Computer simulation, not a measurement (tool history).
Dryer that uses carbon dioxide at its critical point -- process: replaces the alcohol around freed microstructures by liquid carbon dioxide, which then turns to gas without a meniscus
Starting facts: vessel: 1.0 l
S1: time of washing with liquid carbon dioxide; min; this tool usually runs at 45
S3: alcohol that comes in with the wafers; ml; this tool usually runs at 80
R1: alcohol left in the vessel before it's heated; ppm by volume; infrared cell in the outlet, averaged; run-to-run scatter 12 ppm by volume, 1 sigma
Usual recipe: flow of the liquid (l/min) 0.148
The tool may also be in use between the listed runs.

run 1 hour=0.0 | S1=45 flow_of_the_liquid_(l/min)=0.148 S3=80 | R1=1303
run 2 hour=38.9 | S1=45 flow_of_the_liquid_(l/min)=0.148 S3=80 | R1=1381
run 3 hour=82.7 | S1=45 flow_of_the_liquid_(l/min)=0.148 S3=80 | R1=1379
run 4 hour=125.9 | S1=45 flow_of_the_liquid_(l/min)=0.148 S3=80 | R1=1458
run 5 hour=170.0 | S1=45 flow_of_the_liquid_(l/min)=0.090 S3=80 | R1=6913
run 6 hour=199.5 | S1=45 flow_of_the_liquid_(l/min)=0.148 S3=119 | R1=2253
run 7 hour=240.2 | S1=45 flow_of_the_liquid_(l/min)=0.148 S3=119 | R1=2252
run 8 hour=271.7 | S1=45 flow_of_the_liquid_(l/min)=0.225 S3=80 | R1=336
run 9 hour=311.3 | S1=45 flow_of_the_liquid_(l/min)=0.225 S3=80 | R1=334
run 10 hour=350.9 | S1=45 flow_of_the_liquid_(l/min)=0.225 S3=80 | R1=377
run 11 hour=377.7 | S1=45 flow_of_the_liquid_(l/min)=0.225 S3=43 | R1=265
-- hour=385.3 inlet filter changed
run 12 hour=419.7 | S1=45 flow_of_the_liquid_(l/min)=0.225 S3=43 | R1=173
run 13 hour=447.7 | S1=45 flow_of_the_liquid_(l/min)=0.225 S3=43 | R1=172
run 14 hour=481.8 | S1=45 flow_of_the_liquid_(l/min)=0.225 S3=43 | R1=189
run 15 hour=510.0 | S1=45 flow_of_the_liquid_(l/min)=0.225 S3=43 | R1=198
run 16 hour=546.7 | S1=45 flow_of_the_liquid_(l/min)=0.139 S3=80 | R1=1306
run 17 hour=568.8 | S1=45 flow_of_the_liquid_(l/min)=0.139 S3=80 | R1=1323
run 18 hour=610.9 | S1=45 flow_of_the_liquid_(l/min)=0.139 S3=80 | R1=1379
run 19 hour=635.8 | S1=45 flow_of_the_liquid_(l/min)=0.139 S3=80 | R1=1408
run 20 hour=679.7 | S1=45 flow_of_the_liquid_(l/min)=0.139 S3=80 | R1=1414
run 21 hour=717.6 | S1=45 flow_of_the_liquid_(l/min)=0.139 S3=80 | R1=1507
run 22 hour=736.0 | S1=45 flow_of_the_liquid_(l/min)=0.139 S3=80 | R1=1513
run 23 hour=774.6 | S1=45 flow_of_the_liquid_(l/min)=0.139 S3=80 | R1=1556
run 24 hour=794.0 | S1=28 flow_of_the_liquid_(l/min)=0.184 S3=40 | R1=1662
run 25 hour=819.9 | S1=36 flow_of_the_liquid_(l/min)=0.102 S3=40 | R1=3871
run 26 hour=853.4 | S1=45 flow_of_the_liquid_(l/min)=0.145 S3=40 | R1=814
-- hour=869.8 purifier's bed changed
run 27 hour=900.6 | S1=31 flow_of_the_liquid_(l/min)=0.148 S3=80 | R1=4502
run 28 hour=932.1 | S1=40 flow_of_the_liquid_(l/min)=0.148 S3=80 | R1=1961
run 29 hour=965.1 | S1=40 flow_of_the_liquid_(l/min)=0.148 S3=80 | R1=2063
run 30 hour=1003.3 | S1=59 flow_of_the_liquid_(l/min)=0.148 S3=80 | R1=376
run 31 hour=1026.6 | S1=59 flow_of_the_liquid_(l/min)=0.148 S3=80 | R1=406
run 32 hour=1061.2 | S1=39 flow_of_the_liquid_(l/min)=0.148 S3=78 | R1=2428
run 33 hour=1092.5 | S1=45 flow_of_the_liquid_(l/min)=0.148 S3=75 | R1=1392
run 34 hour=1123.0 | S1=37 flow_of_the_liquid_(l/min)=0.122 S3=28 | R1=1874
run 35 hour=1155.4 | S1=37 flow_of_the_liquid_(l/min)=0.169 S3=36 | R1=927
run 36 hour=1196.6 | S1=37 flow_of_the_liquid_(l/min)=0.169 S3=36 | R1=940
run 37 hour=1220.5 | S1=40 flow_of_the_liquid_(l/min)=0.093 S3=75 | R1=8737
run 38 hour=1252.7 | S1=57 flow_of_the_liquid_(l/min)=0.141 S3=57 | R1=564
run 39 hour=1282.4 | S1=49 flow_of_the_liquid_(l/min)=0.137 S3=57 | R1=1216
run 40 hour=1306.7 | S1=49 flow_of_the_liquid_(l/min)=0.137 S3=57 | R1=1256
-- hour=1311.5 inlet filter changed
run 41 hour=1347.1 | S1=45 flow_of_the_liquid_(l/min)=0.134 S3=37 | R1=601
run 42 hour=1383.9 | S1=50 flow_of_the_liquid_(l/min)=0.202 S3=102 | R1=147
run 43 hour=1423.1 | S1=33 flow_of_the_liquid_(l/min)=0.148 S3=80 | R1=2979
run 44 hour=1464.3 | S1=47 flow_of_the_liquid_(l/min)=0.112 S3=80 | R1=2293

Branching from run 44: 5 alternative next runs. What would each branch give?
run A hour=1505.9 | S1=30 flow_of_the_liquid_(l/min)=0.093 S3=35 | R1=?
run B hour=1505.9 | S1=45 flow_of_the_liquid_(l/min)=0.140 S3=80 | R1=?
run C hour=1505.9 | S1=47 flow_of_the_liquid_(l/min)=0.105 S3=21 | R1=?
run D hour=1505.9 | S1=45 flow_of_the_liquid_(l/min)=0.148 S3=52 | R1=?
run E hour=1505.9 | S1=58 flow_of_the_liquid_(l/min)=0.112 S3=80 | R1=?

run=A R1=5302
run=B R1=1214
run=C R1=819
run=D R1=653
run=E R1=1052
Had the tool no hidden state, the same runs would have come out as:
run=A R1=4813
run=B R1=958
run=C R1=659
run=D R1=490
run=E R1=820
